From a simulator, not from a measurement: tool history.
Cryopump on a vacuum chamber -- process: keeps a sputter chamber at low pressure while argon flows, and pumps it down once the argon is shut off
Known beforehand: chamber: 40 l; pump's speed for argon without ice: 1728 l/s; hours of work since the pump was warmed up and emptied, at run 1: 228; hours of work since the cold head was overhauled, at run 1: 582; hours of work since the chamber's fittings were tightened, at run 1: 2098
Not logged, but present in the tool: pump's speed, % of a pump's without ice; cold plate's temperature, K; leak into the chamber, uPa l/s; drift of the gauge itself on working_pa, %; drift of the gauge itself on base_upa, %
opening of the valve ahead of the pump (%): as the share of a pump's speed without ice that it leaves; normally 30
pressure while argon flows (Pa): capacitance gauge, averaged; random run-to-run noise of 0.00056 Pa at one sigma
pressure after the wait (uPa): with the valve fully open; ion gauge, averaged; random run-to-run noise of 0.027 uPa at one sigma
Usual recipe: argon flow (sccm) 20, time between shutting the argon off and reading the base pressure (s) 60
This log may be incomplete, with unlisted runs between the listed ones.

run	hour	argon flow (sccm)	time between shutting the argon off and reading the base pressure (s)	opening of the valve ahead of the pump (%)	hours of work since the pump was warmed up and emptied	hours of work since the cold head was overhauled	hours of work since the chamber's fittings were tightened	pressure while argon flows (Pa)	pressure after the wait (uPa)
1	0	20	60	30	228	582	2098	0.0726	1.81
2	10.2	20	60	30	237	591	2107	0.0722	1.82
3	20	20	60	30	246	599	2115	0.0727	1.9
4	31.4	20	60	30	255	609	2125	0.073	1.81
5	51.5	20	60	30	272	626	2142	0.0738	1.86
6	64.1	20	60	30	283	637	2153	0.0747	1.91
7	76.3	20	60	30	294	647	2164	0.0743	1.85
8	97.7	12	118	30	312	666	2182	0.0458	1.46

What does the tool deliver on the next run?
# hour 119.8: pump warmed up, emptied and cooled again
9	120	12	20	36	0	681	2197	?	?

Run 9 gave pressure while argon flows (Pa) 0.0332, pressure after the wait (uPa) 3.74.
If the tool had no hidden condition, the same run with the same run-to-run variation would have returned pressure while argon flows (Pa) 0.033, pressure after the wait (uPa) 3.32.

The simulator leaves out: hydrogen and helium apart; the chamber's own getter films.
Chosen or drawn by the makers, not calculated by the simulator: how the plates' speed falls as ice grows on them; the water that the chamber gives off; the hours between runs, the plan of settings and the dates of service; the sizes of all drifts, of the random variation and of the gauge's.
